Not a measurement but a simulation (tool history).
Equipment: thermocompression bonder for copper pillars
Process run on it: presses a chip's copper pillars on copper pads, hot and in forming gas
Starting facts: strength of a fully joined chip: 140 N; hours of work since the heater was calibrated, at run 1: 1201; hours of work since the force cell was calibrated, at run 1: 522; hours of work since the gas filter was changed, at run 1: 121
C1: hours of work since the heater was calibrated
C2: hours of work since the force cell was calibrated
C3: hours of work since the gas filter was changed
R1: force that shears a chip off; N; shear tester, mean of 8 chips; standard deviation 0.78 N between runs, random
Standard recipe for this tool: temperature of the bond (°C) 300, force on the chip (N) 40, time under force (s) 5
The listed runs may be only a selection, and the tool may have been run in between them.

run 1 day=0.000 | temperature_of_the_bond_(°C)=300 force_on_the_chip_(N)=40 time_under_force_(s)=5 | C1=1201 C2=522 C3=121 | R1=54.3
-- day=0.308 forming gas filter changed
run 2 day=1.708 | temperature_of_the_bond_(°C)=300 force_on_the_chip_(N)=40 time_under_force_(s)=5 | C1=1223 C2=544 C3=17 | R1=56.7
run 3 day=4.546 | temperature_of_the_bond_(°C)=300 force_on_the_chip_(N)=40 time_under_force_(s)=5 | C1=1258 C2=579 C3=53 | R1=54.2
run 4 day=6.492 | temperature_of_the_bond_(°C)=300 force_on_the_chip_(N)=40 time_under_force_(s)=5 | C1=1282 C2=603 C3=77 | R1=56.5
run 5 day=8.129 | temperature_of_the_bond_(°C)=300 force_on_the_chip_(N)=40 time_under_force_(s)=5 | C1=1303 C2=624 C3=98 | R1=54.4
run 6 day=9.938 | temperature_of_the_bond_(°C)=300 force_on_the_chip_(N)=40 time_under_force_(s)=5 | C1=1325 C2=646 C3=120 | R1=53.3
-- day=10.429 forming gas filter changed
run 7 day=11.346 | temperature_of_the_bond_(°C)=300 force_on_the_chip_(N)=40 time_under_force_(s)=5 | C1=1343 C2=664 C3=11 | R1=55.5
run 8 day=14.125 | temperature_of_the_bond_(°C)=300 force_on_the_chip_(N)=40 time_under_force_(s)=5 | C1=1377 C2=698 C3=46 | R1=56.7
-- day=15.246 force cell calibrated
run 9 day=17.025 | temperature_of_the_bond_(°C)=300 force_on_the_chip_(N)=40 time_under_force_(s)=5 | C1=1413 C2=22 C3=82 | R1=52.8
run 10 day=20.033 | temperature_of_the_bond_(°C)=300 force_on_the_chip_(N)=40 time_under_force_(s)=5 | C1=1450 C2=60 C3=119 | R1=52.8
-- day=20.567 forming gas filter changed
run 11 day=22.188 | temperature_of_the_bond_(°C)=300 force_on_the_chip_(N)=51 time_under_force_(s)=5 | C1=1477 C2=86 C3=20 | R1=61.6
-- day=22.933 heater calibrated with a thermocouple chip
run 12 day=24.950 | temperature_of_the_bond_(°C)=300 force_on_the_chip_(N)=51 time_under_force_(s)=5 | C1=25 C2=120 C3=54 | R1=67.1
run 13 day=27.838 | temperature_of_the_bond_(°C)=300 force_on_the_chip_(N)=51 time_under_force_(s)=5 | C1=61 C2=156 C3=90 | R1=68.0
-- day=30.738 forming gas filter changed
run 14 day=30.933 | temperature_of_the_bond_(°C)=300 force_on_the_chip_(N)=51 time_under_force_(s)=6 | C1=100 C2=194 C3=2 | R1=73.7
run 15 day=33.375 | temperature_of_the_bond_(°C)=300 force_on_the_chip_(N)=51 time_under_force_(s)=4 | C1=130 C2=225 C3=33 | R1=61.9
run 16 day=34.971 | temperature_of_the_bond_(°C)=311 force_on_the_chip_(N)=24 time_under_force_(s)=5 | C1=150 C2=245 C3=53 | R1=48.9
run 17 day=37.554 | temperature_of_the_bond_(°C)=280 force_on_the_chip_(N)=26 time_under_force_(s)=11 | C1=182 C2=277 C3=85 | R1=46.1
run 18 day=40.217 | temperature_of_the_bond_(°C)=293 force_on_the_chip_(N)=26 time_under_force_(s)=3 | C1=216 C2=310 C3=118 | R1=32.0
-- day=40.850 forming gas filter changed
run 19 day=42.567 | temperature_of_the_bond_(°C)=291 force_on_the_chip_(N)=28 time_under_force_(s)=6 | C1=245 C2=339 C3=21 | R1=46.6
run 20 day=44.496 | temperature_of_the_bond_(°C)=279 force_on_the_chip_(N)=34 time_under_force_(s)=5 | C1=269 C2=363 C3=45 | R1=40.0
run 21 day=46.892 | temperature_of_the_bond_(°C)=302 force_on_the_chip_(N)=34 time_under_force_(s)=14 | C1=299 C2=393 C3=75 | R1=76.7
run 22 day=49.896 | temperature_of_the_bond_(°C)=329 force_on_the_chip_(N)=35 time_under_force_(s)=6 | C1=336 C2=431 C3=113 | R1=76.5
-- day=50.821 forming gas filter changed
run 23 day=52.996 | temperature_of_the_bond_(°C)=274 force_on_the_chip_(N)=48 time_under_force_(s)=9 | C1=375 C2=469 C3=27 | R1=59.0

Predict each of these 4 candidate next runs independently; none follows another, all start after run 23:
run A day=55.050 | temperature_of_the_bond_(°C)=322 force_on_the_chip_(N)=26 time_under_force_(s)=12 | C1=400 C2=495 C3=53 | R1=?
run B day=55.050 | temperature_of_the_bond_(°C)=314 force_on_the_chip_(N)=48 time_under_force_(s)=9 | C1=400 C2=495 C3=53 | R1=?
run C day=55.050 | temperature_of_the_bond_(°C)=299 force_on_the_chip_(N)=46 time_under_force_(s)=11 | C1=400 C2=495 C3=53 | R1=?
run D day=55.050 | temperature_of_the_bond_(°C)=324 force_on_the_chip_(N)=29 time_under_force_(s)=13 | C1=400 C2=495 C3=53 | R1=?

run=A R1=78.1
run=B R1=88.0
run=C R1=80.2
run=D R1=86.3
Stripped of hidden state, with their random variation kept, the same runs would have yielded:
run=A R1=80.2
run=B R1=90.2
run=C R1=82.5
run=D R1=88.4

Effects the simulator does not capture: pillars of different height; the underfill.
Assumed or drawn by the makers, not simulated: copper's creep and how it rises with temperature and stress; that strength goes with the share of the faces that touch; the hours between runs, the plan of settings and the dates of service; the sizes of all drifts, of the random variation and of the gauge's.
